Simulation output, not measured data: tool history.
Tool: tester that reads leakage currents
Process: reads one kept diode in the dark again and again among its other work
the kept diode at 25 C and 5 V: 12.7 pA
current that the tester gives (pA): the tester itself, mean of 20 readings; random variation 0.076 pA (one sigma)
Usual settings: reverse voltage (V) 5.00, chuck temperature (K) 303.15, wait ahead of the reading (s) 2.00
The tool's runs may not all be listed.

| run | hour | reverse voltage (V) | chuck temperature (K) | wait ahead of the reading (s) | current that the tester gives (pA) |
|---|---|---|---|---|---|
| 1 | 0.0 | 5.00 | 303.15 | 2.00 | 21.04 |
| 2 | 57.5 | 5.00 | 303.15 | 2.00 | 21.12 |
| 3 | 101.4 | 5.00 | 303.15 | 2.00 | 21.45 |
| 4 | 162.9 | 5.00 | 325.15 | 2.00 | 96.10 |
| 5 | 204.2 | 5.00 | 325.15 | 2.00 | 96.47 |
| 6 | 256.0 | 5.00 | 325.15 | 2.00 | 96.54 |
| 7 | 294.9 | 5.00 | 325.15 | 2.00 | 96.95 |
| 8 | 327.7 | 5.00 | 325.15 | 2.00 | 97.07 |
| 9 | 390.7 | 2.70 | 303.15 | 2.00 | 16.50 |
| 10 | 432.4 | 2.70 | 303.15 | 2.00 | 16.51 |
| 11 | 466.9 | 5.00 | 303.15 | 2.00 | 22.14 |
| 12 | 517.4 | 5.00 | 303.15 | 2.00 | 22.33 |
| 13 | 555.0 | 5.00 | 298.15 | 2.00 | 15.85 |
| 14 | 594.2 | 5.00 | 298.15 | 2.00 | 16.10 |
| 15 | 643.1 | 5.00 | 298.15 | 1.24 | 16.37 |
| 16 | 681.7 | 5.00 | 298.15 | 1.24 | 16.41 |
| 17 | 714.2 | 5.00 | 298.15 | 1.24 | 16.53 |
| 18 | 761.5 | 5.00 | 298.15 | 1.24 | 16.76 |
| 19 | 802.0 | 5.00 | 298.15 | 1.24 | 16.81 |
| 20 | 844.5 | 5.00 | 303.15 | 2.00 | 23.13 |
| 21 | 873.5 | 5.62 | 322.15 | 2.00 | 86.57 |
| 22 | 903.2 | 2.95 | 322.15 | 1.90 | 65.27 |
| 23 | 947.6 | 2.95 | 322.15 | 1.90 | 65.60 |
| 24 | 993.7 | 2.95 | 322.15 | 3.47 | 65.97 |
| 25 | 1057.3 | 12.61 | 296.15 | 4.15 | 25.77 |
| 26 | 1094.9 | 9.52 | 305.15 | 0.80 | 38.39 |
| 27 | 1130.8 | 8.37 | 303.15 | 2.00 | 31.04 |
| 28 | 1191.0 | 5.00 | 294.15 | 0.39 | 14.92 |
| 29 | 1235.2 | 5.00 | 294.15 | 0.39 | 15.16 |
| 30 | 1295.8 | 6.32 | 310.15 | 1.18 | 43.01 |
| 31 | 1340.7 | 3.13 | 301.15 | 0.52 | 17.38 |
| 32 | 1378.2 | 3.13 | 301.15 | 0.52 | 17.55 |
| 33 | 1434.8 | 3.13 | 301.15 | 0.52 | 17.57 |
| 34 | 1470.5 | 3.13 | 301.15 | 0.52 | 17.64 |
| 35 | 1532.0 | 5.00 | 303.15 | 0.46 | 25.86 |
| 36 | 1592.0 | 5.00 | 313.15 | 2.00 | 47.86 |
| 37 | 1640.7 | 1.92 | 303.15 | 2.00 | 15.65 |
| 38 | 1685.3 | 1.92 | 303.15 | 2.00 | 15.75 |
| 39 | 1740.3 | 1.92 | 303.15 | 2.00 | 15.75 |

3 ways to go on from here, each from the tool as it stands after run 39. What would each give?
| A | 1793.3 | 2.41 | 297.15 | 8.31 | ? |
| B | 1793.3 | 5.00 | 329.15 | 0.95 | ? |
| C | 1793.3 | 1.92 | 314.15 | 2.56 | ? |

| run | current that the tester gives (pA) |
|---|---|
| A | 11.69 |
| B | 135.76 |
| C | 33.17 |
Without the tool's hidden state the same runs would have given:
| run | current that the tester gives (pA) |
|---|---|
| A | 8.64 |
| B | 120.98 |
| C | 28.72 |

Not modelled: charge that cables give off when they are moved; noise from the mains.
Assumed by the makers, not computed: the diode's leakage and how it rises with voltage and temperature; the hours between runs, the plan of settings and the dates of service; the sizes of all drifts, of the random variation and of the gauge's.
